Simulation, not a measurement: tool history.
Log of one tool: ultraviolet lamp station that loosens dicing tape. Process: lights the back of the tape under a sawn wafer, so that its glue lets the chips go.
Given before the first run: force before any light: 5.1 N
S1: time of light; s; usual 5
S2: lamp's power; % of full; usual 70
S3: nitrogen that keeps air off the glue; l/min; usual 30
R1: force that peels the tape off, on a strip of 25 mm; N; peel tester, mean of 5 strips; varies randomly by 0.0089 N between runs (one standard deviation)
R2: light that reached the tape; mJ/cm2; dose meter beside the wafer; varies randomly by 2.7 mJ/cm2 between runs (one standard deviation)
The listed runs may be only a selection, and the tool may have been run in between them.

| run | hour | S1 | S2 | S3 | R1 | R2 |
|---|---|---|---|---|---|---|
| 1 | 0.0 | 5 | 70 | 30 | 0.434 | 329 |
| 2 | 10.6 | 5 | 70 | 30 | 0.429 | 324 |
| 3 | 29.4 | 5 | 70 | 30 | 0.442 | 321 |
| 4 | 43.8 | 5 | 70 | 30 | 0.448 | 320 |
| 5 | 58.5 | 5 | 70 | 30 | 0.454 | 320 |
| 6 | 78.3 | 5 | 70 | 10 | 0.847 | 318 |
| 7 | 97.7 | 5 | 81 | 30 | 0.372 | 367 |
| 8 | 112.3 | 4 | 70 | 30 | 0.641 | 251 |
| 9 | 136.9 | 4 | 70 | 30 | 0.640 | 250 |
| 10 | 151.6 | 2 | 70 | 30 | 1.729 | 125 |
| 11 | 175.3 | 2 | 70 | 30 | 1.655 | 121 |
| 12 | 186.9 | 2 | 70 | 30 | 1.673 | 118 |
| 13 | 202.5 | 2 | 70 | 14 | 2.167 | 124 |
| 14 | 221.6 | 2 | 70 | 14 | 2.160 | 123 |
| 15 | 236.6 | 9 | 62 | 11 | 0.407 | 485 |
| 16 | 250.9 | 4 | 88 | 12 | 0.772 | 302 |
| 17 | 261.9 | 4 | 88 | 12 | 0.793 | 302 |
| 18 | 286.5 | 3 | 77 | 30 | 0.943 | 196 |
| 19 | 307.5 | 5 | 97 | 13 | 0.468 | 407 |
| 20 | 318.4 | 4 | 93 | 25 | 0.498 | 312 |
| 21 | 334.7 | 5 | 87 | 17 | 0.499 | 366 |
| 22 | 353.5 | 5 | 70 | 12 | 0.869 | 293 |

Alternative continuations, all from the tool just after run 22; predict every row:
| A | 364.8 | 2 | 70 | 12 | ? | ? |
| B | 364.8 | 5 | 78 | 22 | ? | ? |
| C | 364.8 | 4 | 76 | 14 | ? | ? |

| run | R1 | R2 |
|---|---|---|
| A | 2.370 | 116 |
| B | 0.516 | 326 |
| C | 0.925 | 254 |
With no hidden state in the tool, these same runs would have given:
| run | R1 | R2 |
|---|---|---|
| A | 1.935 | 148 |
| B | 0.370 | 415 |
| C | 0.642 | 323 |
